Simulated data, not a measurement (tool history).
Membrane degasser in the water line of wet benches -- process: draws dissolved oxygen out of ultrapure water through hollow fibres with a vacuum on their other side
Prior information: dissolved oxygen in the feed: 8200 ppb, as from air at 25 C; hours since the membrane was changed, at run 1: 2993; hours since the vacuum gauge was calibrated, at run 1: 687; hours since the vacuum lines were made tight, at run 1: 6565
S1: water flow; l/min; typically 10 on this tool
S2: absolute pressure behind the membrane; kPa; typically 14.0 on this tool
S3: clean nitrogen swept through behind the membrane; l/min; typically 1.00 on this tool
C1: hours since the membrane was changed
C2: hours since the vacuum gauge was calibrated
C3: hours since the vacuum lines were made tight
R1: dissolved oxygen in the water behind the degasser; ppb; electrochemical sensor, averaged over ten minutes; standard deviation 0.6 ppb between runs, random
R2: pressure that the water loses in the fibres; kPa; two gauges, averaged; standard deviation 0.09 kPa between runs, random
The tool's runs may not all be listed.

Run 1, hour 0.0: usual settings; C1 2993; C2 687; C3 6565. Result: R1 263.3 ppb, R2 27.64 kPa.
Run 2, hour 54.9: usual settings; C1 3048; C2 742; C3 6620. Result: R1 263.8 ppb, R2 27.50 kPa.
Run 3, hour 136.1: usual settings; C1 3129; C2 823; C3 6701. Result: R1 264.4 ppb, R2 27.60 kPa.
Run 4, hour 206.3: usual settings but S2 24.3 kPa; C1 3199; C2 894; C3 6772. Result: R1 498.3 ppb, R2 27.58 kPa.
Run 5, hour 284.4: usual settings but S2 24.3 kPa; C1 3277; C2 972; C3 6850. Result: R1 497.6 ppb, R2 27.73 kPa.
Run 6, hour 337.9: usual settings but S2 24.3 kPa; C1 3331; C2 1025; C3 6903. Result: R1 497.3 ppb, R2 27.78 kPa.
Run 7, hour 439.3: usual settings but S2 24.3 kPa; C1 3432; C2 1127; C3 7005. Result: R1 496.2 ppb, R2 27.52 kPa.
Run 8, hour 488.1: usual settings but S2 24.3 kPa; C1 3481; C2 1175; C3 7053. Result: R1 497.0 ppb, R2 27.69 kPa.
Run 9, hour 596.0: usual settings but S2 11.3 kPa; C1 3589; C2 1283; C3 7161. Result: R1 201.1 ppb, R2 27.63 kPa.
Run 10, hour 666.6: usual settings but S2 11.3 kPa; C1 3659; C2 1354; C3 7232. Result: R1 200.9 ppb, R2 27.60 kPa.
Run 11, hour 716.0: usual settings but S2 11.3 kPa; C1 3709; C2 1403; C3 7281. Result: R1 201.0 ppb, R2 27.99 kPa.
Run 12, hour 769.9: usual settings but S2 11.3 kPa; C1 3763; C2 1457; C3 7335. Result: R1 201.6 ppb, R2 27.63 kPa.
Run 13, hour 836.9: usual settings but S2 25.8 kPa, S3 0.45 l/min; C1 3830; C2 1524; C3 7402. Result: R1 1022.4 ppb, R2 27.61 kPa.
Run 14, hour 923.5: usual settings but S2 25.8 kPa, S3 0.45 l/min; C1 3916; C2 1611; C3 7489. Result: R1 1022.0 ppb, R2 27.69 kPa.
Run 15, hour 995.6: usual settings but S2 25.8 kPa, S3 0.45 l/min; C1 3988; C2 1683; C3 7561. Result: R1 1021.0 ppb, R2 27.75 kPa.
Run 16, hour 1099.9: usual settings but S1 7 l/min, S2 25.8 kPa, S3 0.70 l/min; C1 4093; C2 1787; C3 7665. Result: R1 538.8 ppb, R2 19.47 kPa.
Run 17, hour 1154.3: usual settings but S1 13 l/min, S2 25.8 kPa, S3 1.02 l/min; C1 4147; C2 1842; C3 7720. Result: R1 651.5 ppb, R2 35.99 kPa.
Run 18, hour 1253.4: usual settings but S1 13 l/min, S2 17.5 kPa, S3 0.42 l/min; C1 4246; C2 1941; C3 7819. Result: R1 871.7 ppb, R2 36.13 kPa.
Run 19, hour 1349.8: usual settings but S1 13 l/min, S2 14.2 kPa, S3 0.70 l/min; C1 4343; C2 2037; C3 7915. Result: R1 458.2 ppb, R2 35.97 kPa.
Run 20, hour 1399.1: usual settings but S1 12 l/min, S2 14.9 kPa, S3 1.06 l/min; C1 4392; C2 2086; C3 7964. Result: R1 320.4 ppb, R2 33.43 kPa.
Run 21, hour 1506.8: usual settings but S1 12 l/min, S2 14.9 kPa, S3 1.06 l/min; C1 4499; C2 2194; C3 8072. Result: R1 319.0 ppb, R2 33.39 kPa.
Run 22, hour 1616.3: usual settings but S1 12 l/min, S2 14.9 kPa, S3 1.06 l/min; C1 4609; C2 2304; C3 8182. Result: R1 319.4 ppb, R2 33.38 kPa.
Run 23, hour 1665.4: usual settings but S1 12 l/min, S2 16.1 kPa, S3 0.56 l/min; C1 4658; C2 2353; C3 8231. Result: R1 596.1 ppb, R2 33.38 kPa.

What if the next run were any one of these 3? Each begins from the tool's condition after run 23:
Run A, hour 1735.7: usual settings but S1 12 l/min, S2 34.7 kPa, S3 1.26 l/min; C1 4728; C2 2423; C3 8301. Result: R1 ?, R2 ?.
Run B, hour 1735.7: usual settings but S1 9 l/min, S2 11.5 kPa, S3 0.56 l/min; C1 4728; C2 2423; C3 8301. Result: R1 ?, R2 ?.
Run C, hour 1735.7: usual settings but S1 9 l/min, S2 13.2 kPa, S3 2.54 l/min; C1 4728; C2 2423; C3 8301. Result: R1 ?, R2 ?.

run     R1     R2
  A  691.2  33.40
  B  312.3  25.15
  C   97.0  25.10
With no hidden state in the tool, these same runs would have given:
run     R1     R2
  A  664.2  32.90
  B  299.0  24.76
  C   90.8  24.72
